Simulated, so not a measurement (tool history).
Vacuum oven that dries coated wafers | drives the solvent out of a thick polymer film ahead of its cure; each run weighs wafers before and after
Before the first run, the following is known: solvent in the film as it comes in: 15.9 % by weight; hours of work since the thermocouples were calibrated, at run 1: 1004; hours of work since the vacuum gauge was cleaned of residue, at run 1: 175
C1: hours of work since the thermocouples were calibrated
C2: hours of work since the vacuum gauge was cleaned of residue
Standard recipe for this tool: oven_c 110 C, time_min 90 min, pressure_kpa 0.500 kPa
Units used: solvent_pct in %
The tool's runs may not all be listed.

{"run": 1, "hour": 0.0, "oven_c": 110, "time_min": 90, "pressure_kpa": 0.5, "C1": 1004, "C2": 175, "solvent_pct": 2.5}
{"run": 2, "hour": 17.6, "oven_c": 110, "time_min": 90, "pressure_kpa": 0.5, "C1": 1011, "C2": 182, "solvent_pct": 2.61}
{"run": 3, "hour": 35.9, "oven_c": 110, "time_min": 90, "pressure_kpa": 0.5, "C1": 1019, "C2": 190, "solvent_pct": 2.6}
{"run": 4, "hour": 47.5, "oven_c": 100, "time_min": 90, "pressure_kpa": 0.5, "C1": 1024, "C2": 195, "solvent_pct": 4.21}
{"run": 5, "hour": 58.5, "oven_c": 100, "time_min": 90, "pressure_kpa": 0.5, "C1": 1028, "C2": 199, "solvent_pct": 4.23}
{"run": 6, "hour": 70.4, "oven_c": 110, "time_min": 90, "pressure_kpa": 0.5, "C1": 1033, "C2": 204, "solvent_pct": 2.56}
{"run": 7, "hour": 85.3, "oven_c": 110, "time_min": 90, "pressure_kpa": 0.5, "C1": 1040, "C2": 211, "solvent_pct": 2.53}
{"run": 8, "hour": 102.0, "oven_c": 110, "time_min": 90, "pressure_kpa": 0.782, "C1": 1047, "C2": 218, "solvent_pct": 2.65}
{"run": 9, "hour": 114.5, "oven_c": 110, "time_min": 90, "pressure_kpa": 0.782, "C1": 1052, "C2": 223, "solvent_pct": 2.58}
{"run": 10, "hour": 129.4, "oven_c": 110, "time_min": 90, "pressure_kpa": 0.782, "C1": 1058, "C2": 229, "solvent_pct": 2.61}
{"run": 11, "hour": 145.1, "oven_c": 110, "time_min": 90, "pressure_kpa": 0.782, "C1": 1065, "C2": 236, "solvent_pct": 2.65}
{"run": 12, "hour": 158.6, "oven_c": 110, "time_min": 90, "pressure_kpa": 0.782, "C1": 1070, "C2": 241, "solvent_pct": 2.66}
{"run": 13, "hour": 173.0, "oven_c": 110, "time_min": 90, "pressure_kpa": 0.782, "C1": 1076, "C2": 247, "solvent_pct": 2.67}
{"run": 14, "hour": 189.8, "oven_c": 110, "time_min": 90, "pressure_kpa": 0.782, "C1": 1084, "C2": 255, "solvent_pct": 2.68}

Run 15 comes next. What will it give?
{"run": 15, "hour": 207.8, "oven_c": 123, "time_min": 85, "pressure_kpa": 1.059, "C1": 1091, "C2": 262, "solvent_pct": "?"}

{"run 15": {"solvent_pct": 1.31}}
Without the tool's hidden state the same run would have given solvent_pct 1.17 %.

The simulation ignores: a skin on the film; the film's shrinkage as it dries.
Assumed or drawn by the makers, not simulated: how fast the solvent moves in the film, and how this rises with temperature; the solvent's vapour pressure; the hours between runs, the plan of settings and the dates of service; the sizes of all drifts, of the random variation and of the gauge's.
